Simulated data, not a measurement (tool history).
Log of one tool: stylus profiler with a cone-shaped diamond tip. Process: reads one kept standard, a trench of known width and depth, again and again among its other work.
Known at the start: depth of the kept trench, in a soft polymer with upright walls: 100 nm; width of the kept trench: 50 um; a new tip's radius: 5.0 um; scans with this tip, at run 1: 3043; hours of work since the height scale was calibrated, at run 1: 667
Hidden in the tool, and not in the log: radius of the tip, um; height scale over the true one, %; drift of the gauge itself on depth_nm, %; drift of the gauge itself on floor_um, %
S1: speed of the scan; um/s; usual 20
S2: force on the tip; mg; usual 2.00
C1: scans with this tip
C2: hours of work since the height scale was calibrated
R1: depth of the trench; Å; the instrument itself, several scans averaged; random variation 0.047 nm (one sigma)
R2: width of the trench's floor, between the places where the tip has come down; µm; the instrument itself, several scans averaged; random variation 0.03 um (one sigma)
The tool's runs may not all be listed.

run,day,S1,S2,C1,C2,R1,R2
1,0.000,20,2.00,3043,667,1007.8,47.76
2,4.767,12,2.00,3430,752,1006.8,47.81
3,8.088,12,2.00,3700,811,1006.6,47.75
4,12.900,20,2.00,4090,896,1006.8,47.69
5,15.883,20,2.00,4332,949,1007.6,47.69
6,18.779,20,2.00,4567,1001,1006.3,47.70
7,24.117,6,2.00,5000,1096,1006.3,47.74
# day 25.679: height scale calibrated on a step standard
8,28.554,20,1.04,5359,51,1005.7,47.61
9,32.246,20,1.04,5658,117,1005.7,47.59
10,34.846,20,1.04,5869,163,1005.0,47.61
11,37.883,20,1.04,6116,217,1004.2,47.60
12,41.538,20,1.04,6412,282,1004.6,47.58
13,44.108,29,2.00,6621,328,1007.2,47.54
14,47.979,29,2.00,6935,397,1007.5,47.54
15,50.979,12,2.00,7179,450,1007.3,47.58
16,55.062,12,2.00,7510,523,1006.8,47.57
17,57.429,20,0.79,7702,565,1003.0,47.55
18,62.075,20,2.00,8079,647,1007.2,47.53
19,65.033,20,2.00,8319,700,1006.0,47.50
20,68.204,20,2.00,8576,756,1007.4,47.50
21,70.888,20,2.00,8794,804,1005.8,47.47
22,74.692,20,2.00,9103,872,1005.5,47.51
23,79.371,11,2.00,9482,955,1005.4,47.49
24,83.446,9,2.00,9813,1027,1005.5,47.53
25,88.042,6,1.89,10186,1109,1004.8,47.51
# day 89.171: height scale calibrated on a step standard
26,93.329,6,1.89,10614,74,1008.5,47.50
27,96.142,6,1.89,10842,124,1007.3,47.50
28,100.312,20,1.76,11180,198,1007.3,47.37
29,105.021,20,1.76,11562,282,1006.7,47.34
30,108.733,9,1.97,11864,348,1006.8,47.42
31,113.183,32,0.78,12225,427,1003.0,47.17
32,116.796,26,5.04,12518,491,1014.2,47.35
33,120.188,26,5.04,12793,552,1013.7,47.35
34,125.279,6,1.97,13206,642,1006.9,47.41
35,127.554,6,1.97,13391,683,1007.0,47.38
36,130.262,34,5.43,13611,731,1014.8,47.31
37,133.500,7,1.32,13874,788,1003.8,47.38
38,138.292,7,1.32,14262,874,1003.8,47.32
39,141.200,7,5.33,14498,925,1013.1,47.31
40,144.788,44,1.24,14790,989,1002.8,47.04
41,147.654,40,5.46,15022,1040,1013.7,47.25
# day 152.350: height scale calibrated on a step standard
42,152.350,14,1.39,15402,0,1007.3,47.30
43,155.696,17,1.77,15673,60,1008.5,47.19
44,159.767,10,0.67,16004,132,1003.7,47.17
45,162.025,10,0.67,16187,172,1003.4,47.21
46,165.158,10,0.67,16441,228,1003.8,47.22

Forecast each of these 3 alternatives for the next run:
A,168.362,7,2.39,16701,285,?,?
B,168.362,77,5.75,16701,285,?,?
C,168.362,80,2.01,16701,285,?,?

run,R1,R2
A,1009.3,47.20
B,1016.9,47.04
C,1007.9,46.87
Without the tool's hidden state the same runs would have given:
run,R1,R2
A,1009.9,47.93
B,1017.6,47.77
C,1008.6,47.60
